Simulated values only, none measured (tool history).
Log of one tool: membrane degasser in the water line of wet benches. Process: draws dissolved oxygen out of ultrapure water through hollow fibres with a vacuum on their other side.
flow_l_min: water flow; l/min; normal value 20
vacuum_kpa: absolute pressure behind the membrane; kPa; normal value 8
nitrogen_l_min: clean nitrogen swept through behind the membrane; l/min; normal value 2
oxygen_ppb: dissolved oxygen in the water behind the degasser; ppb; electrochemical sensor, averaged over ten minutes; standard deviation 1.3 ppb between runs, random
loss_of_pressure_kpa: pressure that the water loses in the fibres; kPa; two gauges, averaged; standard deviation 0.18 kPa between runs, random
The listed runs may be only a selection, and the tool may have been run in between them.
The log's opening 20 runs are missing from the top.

run,hour,flow_l_min,vacuum_kpa,nitrogen_l_min,hours since the membrane was changed,hours since the vacuum gauge was calibrated,hours since the vacuum lines were made tight,oxygen_ppb,loss_of_pressure_kpa
21,3163.1,21,8,1.94,6887,4936,2487,136,35.65
22,3269.3,20,18.13,2.97,6993,5043,2593,250.9,33.81
23,3447.7,20,18.13,2.97,7171,5221,2771,244.8,33.66
24,3583.7,22,10.99,2.97,7307,5357,2907,152.2,37.48
25,3694.1,22,10.99,2.97,7418,5467,3018,151.4,37.46
26,3901.3,19,13.57,2,7625,5675,3225,242.3,32.19
27,4108.8,13,13.57,1.27,7832,5882,3432,244,22.13
28,4214.2,13,9.23,4.85,7938,5987,3538,44.2,22.17
29,4332.7,17,14.77,5.07,8056,6106,3656,103.2,28.54
30,4459.3,17,14.77,5.07,8183,6233,3783,102.7,29.08
31,4670.9,20,7.98,2.41,8394,6444,3995,105.7,34.05
32,4870.6,20,7.98,2.41,8594,6644,4194,107.4,33.76
33,5022.1,20,5.77,2.49,8746,6795,4346,63,34.24

3 ways to go on from here, each from the tool as it stands after run 33. What would each give?
A,5119.7,20,16.87,2.49,8843,6893,4443,?,?
B,5119.7,20,5.77,2.38,8843,6893,4443,?,?
C,5119.7,20,16.54,2,8843,6893,4443,?,?

run,oxygen_ppb,loss_of_pressure_kpa
A,268.9,34.13
B,64.5,34.13
C,318.5,34.18
With no hidden state in the tool, these same runs would have given:
run,oxygen_ppb,loss_of_pressure_kpa
A,268.7,34.11
B,64.3,34.11
C,318.2,34.16

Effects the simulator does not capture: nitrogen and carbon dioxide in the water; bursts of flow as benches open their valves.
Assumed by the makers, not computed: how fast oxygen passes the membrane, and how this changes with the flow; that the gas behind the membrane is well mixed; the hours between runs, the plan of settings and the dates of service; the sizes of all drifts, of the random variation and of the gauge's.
